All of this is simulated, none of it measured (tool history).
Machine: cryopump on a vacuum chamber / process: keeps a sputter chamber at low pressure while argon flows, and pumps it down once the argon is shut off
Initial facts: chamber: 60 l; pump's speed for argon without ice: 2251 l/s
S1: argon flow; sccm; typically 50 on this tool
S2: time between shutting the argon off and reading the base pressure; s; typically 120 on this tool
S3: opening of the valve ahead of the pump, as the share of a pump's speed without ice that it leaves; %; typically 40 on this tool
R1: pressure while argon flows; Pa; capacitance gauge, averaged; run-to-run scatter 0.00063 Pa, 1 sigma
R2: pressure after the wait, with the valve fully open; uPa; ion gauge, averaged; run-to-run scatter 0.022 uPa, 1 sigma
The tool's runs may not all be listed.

Run 1, hour 0: usual settings. Result: R1 0.0958 Pa, R2 1 uPa.
Run 2, hour 69.1: usual settings. Result: R1 0.0961 Pa, R2 1.03 uPa.
At hour 100.5: leaking fittings of the chamber tightened, without venting.
Run 3, hour 115.5: usual settings. Result: R1 0.0973 Pa, R2 0.56 uPa.
Run 4, hour 188.8: usual settings. Result: R1 0.0983 Pa, R2 0.57 uPa.
Run 5, hour 233.4: usual settings. Result: R1 0.0979 Pa, R2 0.59 uPa.
Run 6, hour 312.2: usual settings. Result: R1 0.097 Pa, R2 0.61 uPa.
Run 7, hour 359.1: usual settings. Result: R1 0.099 Pa, R2 0.63 uPa.
Run 8, hour 403.4: usual settings. Result: R1 0.0985 Pa, R2 0.64 uPa.
Run 9, hour 437.6: usual settings. Result: R1 0.0989 Pa, R2 0.64 uPa.
Run 10, hour 507.9: usual settings. Result: R1 0.1002 Pa, R2 0.65 uPa.
Run 11, hour 589.2: usual settings. Result: R1 0.1002 Pa, R2 0.65 uPa.
Run 12, hour 651.9: usual settings. Result: R1 0.1019 Pa, R2 0.68 uPa.
Run 13, hour 702: usual settings. Result: R1 0.1024 Pa, R2 0.73 uPa.
Run 14, hour 735: usual settings. Result: R1 0.1023 Pa, R2 0.67 uPa.
At hour 750.6: pump warmed up, emptied and cooled again.
Run 15, hour 777.1: usual settings. Result: R1 0.0935 Pa, R2 0.67 uPa.
Run 16, hour 847.9: usual settings. Result: R1 0.0948 Pa, R2 0.65 uPa.
Run 17, hour 888.2: usual settings but S1 74 sccm, S2 275 s, S3 31 %. Result: R1 0.1822 Pa, R2 0.46 uPa.
Run 18, hour 935.2: usual settings but S1 74 sccm, S2 275 s, S3 31 %. Result: R1 0.1814 Pa, R2 0.45 uPa.
Run 19, hour 989.5: usual settings but S1 66 sccm, S2 210 s. Result: R1 0.1263 Pa, R2 0.6 uPa.
Run 20, hour 1058.3: usual settings but S1 46 sccm. Result: R1 0.0902 Pa, R2 0.73 uPa.
Run 21, hour 1122.7: usual settings but S1 46 sccm. Result: R1 0.0892 Pa, R2 0.73 uPa.
Run 22, hour 1194.4: usual settings but S1 46 sccm. Result: R1 0.0905 Pa, R2 0.74 uPa.
Run 23, hour 1239: usual settings but S1 25 sccm, S2 176 s, S3 47 %. Result: R1 0.0418 Pa, R2 0.59 uPa.
Run 24, hour 1301.2: usual settings but S2 20 s, S3 52 %. Result: R1 0.0774 Pa, R2 2.91 uPa.
Run 25, hour 1344: usual settings but S2 20 s, S3 52 %. Result: R1 0.0766 Pa, R2 2.88 uPa.
Run 26, hour 1408: usual settings but S1 36 sccm, S2 88 s. Result: R1 0.0715 Pa, R2 0.94 uPa.
Run 27, hour 1478.3: usual settings but S1 36 sccm, S2 88 s. Result: R1 0.072 Pa, R2 0.99 uPa.
Run 28, hour 1530.7: usual settings but S1 27 sccm, S2 122 s, S3 51 %. Result: R1 0.0433 Pa, R2 0.81 uPa.
Run 29, hour 1569.6: usual settings but S1 53 sccm, S2 174 s, S3 23 %. Result: R1 0.1804 Pa, R2 0.73 uPa.
Run 30, hour 1633.3: usual settings but S1 22 sccm, S2 23 s, S3 30 %. Result: R1 0.0583 Pa, R2 2.65 uPa.
Run 31, hour 1683.7: usual settings but S1 22 sccm, S2 63 s. Result: R1 0.0452 Pa, R2 1.28 uPa.
At hour 1729.2: pump warmed up, emptied and cooled again.
Run 32, hour 1738.8: usual settings but S1 22 sccm, S2 63 s. Result: R1 0.0417 Pa, R2 1.18 uPa.

A few steps of R1 between consecutive runs. Split each: what settings, incoming material and random variation would produce without the hidden state, and what is left over for the hidden state, along with gauge scatter present in only one of the two compared results (measured, and without hidden state):
The tool's hidden condition here consists of: pump's speed, % of a pump's without ice; cold plate's temperature, K; leak into the chamber, uPa l/s; drift of the gauge itself on working_pa, %; drift of the gauge itself on base_upa, %.
Run 14 -> 15: pump warmed up, emptied and cooled again. R1 -0.0088 Pa: hidden state -0.0078, all else -0.001.
Run 16 -> 17: S1 50 -> 74, S2 120 -> 275, S3 40 -> 31. R1 +0.0874 Pa: hidden state +0.0009, all else +0.0865.
Run 28 -> 29: S1 27 -> 53, S2 122 -> 174, S3 51 -> 23. R1 +0.1371 Pa: hidden state +0.0038, all else +0.1333.
Run 29 -> 30: S1 53 -> 22, S2 174 -> 23, S3 23 -> 30. R1 -0.1221 Pa: hidden state -0.0041, all else -0.118.

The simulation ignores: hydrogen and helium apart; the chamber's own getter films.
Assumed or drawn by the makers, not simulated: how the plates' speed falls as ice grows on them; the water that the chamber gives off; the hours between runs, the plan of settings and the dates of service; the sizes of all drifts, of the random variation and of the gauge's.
